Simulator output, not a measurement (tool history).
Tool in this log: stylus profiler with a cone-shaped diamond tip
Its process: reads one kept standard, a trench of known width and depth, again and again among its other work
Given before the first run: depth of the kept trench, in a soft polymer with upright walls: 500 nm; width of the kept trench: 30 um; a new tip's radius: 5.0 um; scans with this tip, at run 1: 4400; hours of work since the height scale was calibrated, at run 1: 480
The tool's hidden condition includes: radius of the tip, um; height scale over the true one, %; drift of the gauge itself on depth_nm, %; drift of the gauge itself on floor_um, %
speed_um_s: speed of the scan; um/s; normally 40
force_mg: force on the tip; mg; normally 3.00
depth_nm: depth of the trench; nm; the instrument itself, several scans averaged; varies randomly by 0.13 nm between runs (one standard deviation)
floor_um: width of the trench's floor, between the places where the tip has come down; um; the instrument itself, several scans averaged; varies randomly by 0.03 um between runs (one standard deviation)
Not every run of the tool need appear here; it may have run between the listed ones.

run	hour	speed_um_s	force_mg	scans with this tip	hours of work since the height scale was calibrated	depth_nm	floor_um
1	0.0	40	3.00	4400	480	505.46	25.02
2	108.3	40	3.00	4833	528	505.80	25.00
3	183.3	12	3.00	5133	560	505.73	25.01
4	262.8	12	3.00	5451	595	506.03	24.99
5	361.9	12	5.17	5847	638	507.92	24.93
6	418.8	12	5.17	6074	663	508.12	24.89
7	523.4	65	3.00	6492	709	506.31	24.64
8	613.0	40	3.00	6850	748	506.22	24.66
9	704.5	26	3.00	7216	788	506.49	24.70
10	777.7	26	3.00	7509	820	506.48	24.70
11	866.8	26	3.00	7865	859	506.81	24.65
12	939.3	26	3.00	8155	890	506.50	24.66
13	1046.0	16	3.00	8581	937	506.47	24.64
14	1121.7	16	3.00	8883	970	506.81	24.63
# hour 1144.0: height scale calibrated on a step standard
15	1233.0	16	3.00	9326	39	508.19	24.60
16	1326.3	16	3.00	9699	80	508.71	24.48
17	1406.5	16	3.00	10019	115	508.73	24.41
# hour 1441.3: height scale calibrated on a step standard, once more
18	1464.1	40	3.00	10248	10	504.30	24.41
19	1553.7	40	3.00	10606	49	504.32	24.27
20	1648.2	40	4.90	10984	90	506.07	24.34
21	1697.8	40	4.90	11182	112	506.11	24.30
22	1793.5	40	4.90	11564	154	506.15	24.27
23	1861.5	40	1.59	11836	183	503.18	24.19
24	1922.7	40	1.59	12081	210	502.95	24.13
25	2028.8	40	1.59	12505	256	503.12	24.08
26	2118.7	89	1.79	12864	296	503.61	23.78
27	2192.5	24	2.25	13159	328	504.04	24.15
28	2266.9	38	1.14	13456	360	503.13	23.96
29	2348.6	33	3.00	13783	396	505.01	23.97
30	2398.8	17	1.38	13984	418	503.52	24.07
31	2477.5	40	1.22	14298	452	503.29	23.81
32	2554.4	40	1.22	14605	486	503.57	23.80
33	2634.4	32	1.25	14925	521	503.60	23.84
34	2744.6	18	8.26	15366	569	509.93	23.97
35	2841.6	127	1.90	15753	611	504.56	23.35
36	2929.1	127	1.90	16103	649	504.49	23.30
37	3017.7	104	3.46	16457	688	506.30	23.54
38	3064.0	92	1.19	16642	708	503.86	23.33
39	3122.7	10	1.19	16876	734	504.16	23.80
40	3192.9	19	1.34	17157	764	504.11	23.72
41	3269.4	19	1.34	17463	798	504.43	23.70
42	3364.8	47	2.37	17844	839	505.56	23.58
43	3419.2	63	1.91	18062	863	505.27	23.44
44	3464.5	114	1.04	18243	883	503.92	22.98
45	3537.1	54	6.70	18533	914	509.56	23.61

Alternative continuations, all from the tool just after run 45; predict every row:
A	3614.9	30	1.57	18844	948	?	?
B	3614.9	54	6.89	18844	948	?	?
C	3614.9	86	4.03	18844	948	?	?
D	3614.9	18	1.58	18844	948	?	?
E	3614.9	14	3.51	18844	948	?	?

run	depth_nm	floor_um
A	504.74	23.48
B	509.44	23.53
C	507.41	23.37
D	504.94	23.55
E	507.08	23.64
Had the tool no hidden state, the same runs would have come out as:
run	depth_nm	floor_um
A	502.59	25.46
B	507.27	25.50
C	505.25	25.35
D	502.79	25.53
E	504.93	25.62
